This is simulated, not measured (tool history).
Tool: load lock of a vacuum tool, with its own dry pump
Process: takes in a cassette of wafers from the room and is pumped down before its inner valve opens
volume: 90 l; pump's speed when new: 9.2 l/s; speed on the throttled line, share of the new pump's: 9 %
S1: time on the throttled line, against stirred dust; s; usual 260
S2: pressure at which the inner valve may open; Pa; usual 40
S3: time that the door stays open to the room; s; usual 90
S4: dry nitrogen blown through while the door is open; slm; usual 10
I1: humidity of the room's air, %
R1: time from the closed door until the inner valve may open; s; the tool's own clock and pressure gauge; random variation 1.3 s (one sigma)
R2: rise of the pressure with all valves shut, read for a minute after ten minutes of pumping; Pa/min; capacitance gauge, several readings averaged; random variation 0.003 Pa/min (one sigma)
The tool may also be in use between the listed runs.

run 1 day=0.000 | S1=260 S2=40 S3=90 S4=10 | I1=45.6 | R1=311.9 R2=0.046
-- day=3.646 door's seal changed, seat wiped
run 2 day=8.388 | S1=260 S2=40 S3=90 S4=10 | I1=47.6 | R1=311.8 R2=0.047
run 3 day=23.600 | S1=260 S2=40 S3=90 S4=10 | I1=44.3 | R1=313.0 R2=0.049
run 4 day=33.000 | S1=260 S2=40 S3=90 S4=10 | I1=45.5 | R1=312.5 R2=0.045
run 5 day=44.975 | S1=260 S2=40 S3=90 S4=10 | I1=42.8 | R1=313.1 R2=0.041
run 6 day=58.121 | S1=260 S2=40 S3=90 S4=10 | I1=43.3 | R1=315.6 R2=0.046
-- day=65.333 dry pump taken out, an overhauled one fitted
run 7 day=69.871 | S1=260 S2=40 S3=90 S4=10 | I1=42.9 | R1=316.0 R2=0.035
run 8 day=79.833 | S1=260 S2=40 S3=90 S4=10 | I1=49.4 | R1=314.9 R2=0.048
run 9 day=96.879 | S1=260 S2=40 S3=90 S4=10 | I1=46.2 | R1=310.3 R2=0.048
run 10 day=103.988 | S1=260 S2=76 S3=90 S4=10 | I1=43.7 | R1=308.7 R2=0.042
run 11 day=118.008 | S1=260 S2=61 S3=90 S4=10 | I1=40.9 | R1=306.7 R2=0.036
run 12 day=131.604 | S1=260 S2=38 S3=187 S4=25 | I1=45.4 | R1=313.8 R2=0.048
run 13 day=141.833 | S1=260 S2=38 S3=187 S4=25 | I1=44.4 | R1=315.7 R2=0.036
run 14 day=159.500 | S1=260 S2=38 S3=187 S4=25 | I1=42.9 | R1=316.3 R2=0.039
run 15 day=174.654 | S1=262 S2=37 S3=187 S4=18 | I1=41.4 | R1=312.7 R2=0.047
run 16 day=183.012 | S1=262 S2=37 S3=187 S4=18 | I1=47.3 | R1=318.4 R2=0.060
-- day=193.254 door's seal changed, seat wiped
run 17 day=199.704 | S1=166 S2=29 S3=90 S4=10 | I1=44.2 | R1=228.7 R2=0.042
run 18 day=216.717 | S1=260 S2=40 S3=78 S4=10 | I1=40.9 | R1=311.4 R2=0.033
run 19 day=227.308 | S1=260 S2=40 S3=78 S4=10 | I1=43.0 | R1=315.5 R2=0.040
run 20 day=243.883 | S1=190 S2=40 S3=78 S4=8 | I1=47.0 | R1=250.1 R2=0.045
run 21 day=259.012 | S1=260 S2=40 S3=90 S4=11 | I1=46.4 | R1=315.4 R2=0.037
run 22 day=269.492 | S1=260 S2=64 S3=90 S4=18 | I1=45.5 | R1=307.4 R2=0.031

4 ways to go on from here, each from the tool as it stands after run 22. What would each give?
run A day=280.112 | S1=285 S2=64 S3=90 S4=18 | I1=43.7 | R1=? R2=?
run B day=280.112 | S1=304 S2=38 S3=90 S4=20 | I1=45.0 | R1=? R2=?
run C day=280.112 | S1=260 S2=64 S3=90 S4=24 | I1=45.3 | R1=? R2=?
run D day=280.112 | S1=260 S2=55 S3=41 S4=10 | I1=43.2 | R1=? R2=?

run=A R1=330.2 R2=0.034
run=B R1=354.5 R2=0.031
run=C R1=308.3 R2=0.023
run=D R1=310.9 R2=0.021
Without the tool's hidden state the same runs would have given:
run=A R1=330.2 R2=0.033
run=B R1=354.5 R2=0.031
run=C R1=308.3 R2=0.023
run=D R1=310.9 R2=0.021
